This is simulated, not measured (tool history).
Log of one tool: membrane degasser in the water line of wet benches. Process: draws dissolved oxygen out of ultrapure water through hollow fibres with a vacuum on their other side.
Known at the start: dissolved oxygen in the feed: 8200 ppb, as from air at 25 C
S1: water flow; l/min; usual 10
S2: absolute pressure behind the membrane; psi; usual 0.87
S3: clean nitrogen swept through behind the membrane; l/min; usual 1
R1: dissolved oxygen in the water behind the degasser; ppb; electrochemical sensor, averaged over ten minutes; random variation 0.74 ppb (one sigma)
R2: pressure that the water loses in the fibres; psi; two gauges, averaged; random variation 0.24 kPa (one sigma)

{"run": 1, "day": 0.0, "S1": 10, "S2": 0.87, "S3": 1, "R1": 66.4, "R2": 8.821}
{"run": 2, "day": 2.383, "S1": 10, "S2": 0.87, "S3": 2.54, "R1": 29.3, "R2": 8.818}
{"run": 3, "day": 5.762, "S1": 10, "S2": 0.87, "S3": 2.54, "R1": 29.3, "R2": 8.812}
{"run": 4, "day": 8.162, "S1": 10, "S2": 0.87, "S3": 1, "R1": 67.9, "R2": 8.805}
{"run": 5, "day": 12.967, "S1": 10, "S2": 0.87, "S3": 1, "R1": 66.6, "R2": 8.799}
{"run": 6, "day": 15.904, "S1": 11, "S2": 0.87, "S3": 1, "R1": 76.2, "R2": 9.691}
{"run": 7, "day": 19.433, "S1": 11, "S2": 0.87, "S3": 1, "R1": 76.6, "R2": 9.754}
{"run": 8, "day": 21.979, "S1": 10, "S2": 0.87, "S3": 1, "R1": 68.4, "R2": 8.768}
{"run": 9, "day": 25.992, "S1": 10, "S2": 0.87, "S3": 1, "R1": 67.8, "R2": 8.862}
{"run": 10, "day": 29.946, "S1": 10, "S2": 0.87, "S3": 1, "R1": 69, "R2": 8.847}
{"run": 11, "day": 34.133, "S1": 10, "S2": 0.87, "S3": 1, "R1": 68.3, "R2": 8.866}
{"run": 12, "day": 37.958, "S1": 10, "S2": 0.87, "S3": 1, "R1": 67.1, "R2": 8.831}
{"run": 13, "day": 42.238, "S1": 10, "S2": 0.87, "S3": 1.35, "R1": 51.5, "R2": 8.869}
{"run": 14, "day": 46.408, "S1": 10, "S2": 0.87, "S3": 1.35, "R1": 53.4, "R2": 8.92}
{"run": 15, "day": 49.521, "S1": 10, "S2": 1.107, "S3": 1.35, "R1": 79.9, "R2": 8.886}
{"run": 16, "day": 53.896, "S1": 10, "S2": 1.107, "S3": 1.35, "R1": 81.3, "R2": 8.895}
{"run": 17, "day": 58.871, "S1": 8, "S2": 0.87, "S3": 1, "R1": 54.5, "R2": 7.126}
{"run": 18, "day": 63.638, "S1": 8, "S2": 0.87, "S3": 1, "R1": 54.1, "R2": 7.108}
{"run": 19, "day": 65.933, "S1": 8, "S2": 0.87, "S3": 1, "R1": 54.3, "R2": 7.153}
{"run": 20, "day": 69.412, "S1": 8, "S2": 0.735, "S3": 0.76, "R1": 47.7, "R2": 7.127}
{"run": 21, "day": 72.254, "S1": 8, "S2": 0.735, "S3": 0.76, "R1": 45.9, "R2": 7.168}
{"run": 22, "day": 75.717, "S1": 15, "S2": 0.87, "S3": 1, "R1": 117.3, "R2": 13.449}
{"run": 23, "day": 79.138, "S1": 15, "S2": 0.87, "S3": 1, "R1": 117.7, "R2": 13.359}
{"run": 24, "day": 82.683, "S1": 15, "S2": 0.87, "S3": 1, "R1": 118.3, "R2": 13.467}
{"run": 25, "day": 86.196, "S1": 15, "S2": 0.87, "S3": 1, "R1": 117.6, "R2": 13.438}
{"run": 26, "day": 89.688, "S1": 10, "S2": 0.87, "S3": 1.37, "R1": 50.6, "R2": 8.968}
{"run": 27, "day": 94.692, "S1": 10, "S2": 0.87, "S3": 0.85, "R1": 77.7, "R2": 8.982}
{"run": 28, "day": 97.333, "S1": 10, "S2": 0.866, "S3": 1.84, "R1": 38.3, "R2": 8.953}
{"run": 29, "day": 99.533, "S1": 10, "S2": 0.608, "S3": 1.93, "R1": 14.8, "R2": 8.963}
{"run": 30, "day": 104.275, "S1": 12, "S2": 0.608, "S3": 1.28, "R1": 29, "R2": 10.692}
{"run": 31, "day": 107.704, "S1": 12, "S2": 0.608, "S3": 1.28, "R1": 28.9, "R2": 10.827}
{"run": 32, "day": 110.567, "S1": 12, "S2": 0.608, "S3": 1.28, "R1": 28.6, "R2": 10.746}

Taken out of this log: 2 entries between the listed runs. Where each belongs, and how the hidden state differs across it:
Between runs 9 and 10: seals of the vacuum lines changed (day 27.746)
  air that leaks in behind the membrane, l/min: 0.0022 -> 0.002; drift of the gauge itself on loss_of_pressure_kpa, %: 0.52 -> 0.6
  measured less the result without the state, R2: +0.048 -> +0.055 psi
Between runs 15 and 16: vacuum gauge calibrated (day 53.725)
  drift of the gauge itself on loss_of_pressure_kpa, %: 0.99 -> 1.08
  measured less the result without the state, R2: +0.09 -> +0.097 psi

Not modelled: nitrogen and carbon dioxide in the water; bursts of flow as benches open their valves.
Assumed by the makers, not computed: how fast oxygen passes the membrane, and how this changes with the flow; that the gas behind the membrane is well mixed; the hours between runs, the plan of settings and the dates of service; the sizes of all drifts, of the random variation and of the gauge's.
